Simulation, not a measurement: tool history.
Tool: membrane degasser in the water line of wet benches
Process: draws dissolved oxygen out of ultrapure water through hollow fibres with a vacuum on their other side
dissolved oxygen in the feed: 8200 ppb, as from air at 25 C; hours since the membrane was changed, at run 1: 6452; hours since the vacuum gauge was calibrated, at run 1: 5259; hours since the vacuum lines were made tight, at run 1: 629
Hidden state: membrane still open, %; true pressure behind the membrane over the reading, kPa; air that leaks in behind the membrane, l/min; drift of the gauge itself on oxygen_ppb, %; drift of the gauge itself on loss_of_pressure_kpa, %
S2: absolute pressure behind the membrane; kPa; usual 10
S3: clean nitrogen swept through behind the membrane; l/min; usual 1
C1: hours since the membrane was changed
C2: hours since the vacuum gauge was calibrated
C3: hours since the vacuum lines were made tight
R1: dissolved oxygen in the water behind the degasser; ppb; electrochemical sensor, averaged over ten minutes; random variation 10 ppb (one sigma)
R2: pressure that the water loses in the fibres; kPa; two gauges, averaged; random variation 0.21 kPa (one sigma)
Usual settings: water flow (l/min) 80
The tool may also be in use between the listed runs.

{"run": 1, "hour": 0.0, "water flow (l/min)": 80, "S2": 10, "S3": 1, "C1": 6452, "C2": 5259, "C3": 629, "R1": 1086.7, "R2": 50.97}
{"run": 2, "hour": 98.0, "water flow (l/min)": 57, "S2": 10, "S3": 1, "C1": 6550, "C2": 5357, "C3": 727, "R1": 787.7, "R2": 36.53}
{"run": 3, "hour": 197.2, "water flow (l/min)": 57, "S2": 12.7, "S3": 1, "C1": 6649, "C2": 5456, "C3": 826, "R1": 1014.5, "R2": 36.65}
{"run": 4, "hour": 319.4, "water flow (l/min)": 57, "S2": 12.7, "S3": 1, "C1": 6771, "C2": 5578, "C3": 949, "R1": 1031.5, "R2": 36.44}
{"run": 5, "hour": 463.0, "water flow (l/min)": 57, "S2": 12.7, "S3": 1, "C1": 6915, "C2": 5721, "C3": 1092, "R1": 1009.5, "R2": 36.67}
{"run": 6, "hour": 535.6, "water flow (l/min)": 57, "S2": 12.7, "S3": 1, "C1": 6987, "C2": 5794, "C3": 1165, "R1": 1030.2, "R2": 36.55}
{"run": 7, "hour": 621.4, "water flow (l/min)": 57, "S2": 12.7, "S3": 1, "C1": 7073, "C2": 5880, "C3": 1251, "R1": 1039.6, "R2": 36.35}
{"run": 8, "hour": 774.5, "water flow (l/min)": 57, "S2": 12.7, "S3": 1, "C1": 7226, "C2": 6033, "C3": 1404, "R1": 1037.8, "R2": 36.53}
{"run": 9, "hour": 906.3, "water flow (l/min)": 57, "S2": 12.7, "S3": 1, "C1": 7358, "C2": 6165, "C3": 1536, "R1": 1015, "R2": 36.65}
{"run": 10, "hour": 1031.6, "water flow (l/min)": 57, "S2": 12.7, "S3": 1, "C1": 7483, "C2": 6290, "C3": 1661, "R1": 1049.2, "R2": 36.64}
{"run": 11, "hour": 1155.3, "water flow (l/min)": 57, "S2": 12.7, "S3": 1, "C1": 7607, "C2": 6414, "C3": 1785, "R1": 1038, "R2": 36.71}
{"run": 12, "hour": 1304.5, "water flow (l/min)": 57, "S2": 12.7, "S3": 1, "C1": 7756, "C2": 6563, "C3": 1934, "R1": 1037, "R2": 36.6}
{"run": 13, "hour": 1409.9, "water flow (l/min)": 80, "S2": 10, "S3": 2.22, "C1": 7862, "C2": 6668, "C3": 2039, "R1": 745.2, "R2": 51.4}
{"hour": 1419.9, "done": "vacuum gauge calibrated"}
{"run": 14, "hour": 1491.5, "water flow (l/min)": 61, "S2": 13.3, "S3": 0.91, "C1": 7943, "C2": 72, "C3": 2120, "R1": 1228.7, "R2": 39.62}
{"run": 15, "hour": 1623.7, "water flow (l/min)": 51, "S2": 10, "S3": 2.48, "C1": 8075, "C2": 204, "C3": 2252, "R1": 392.2, "R2": 32.59}

Run 16 comes next. What will it give?
{"run": 16, "hour": 1734.6, "water flow (l/min)": 51, "S2": 10, "S3": 2.48, "C1": 8186, "C2": 315, "C3": 2363, "R1": "?", "R2": "?"}

Run 16 gave R1 395.9 ppb, R2 32.75 kPa.
Without the tool's hidden state the same run would have given R1 358.6 ppb, R2 31.44 kPa.

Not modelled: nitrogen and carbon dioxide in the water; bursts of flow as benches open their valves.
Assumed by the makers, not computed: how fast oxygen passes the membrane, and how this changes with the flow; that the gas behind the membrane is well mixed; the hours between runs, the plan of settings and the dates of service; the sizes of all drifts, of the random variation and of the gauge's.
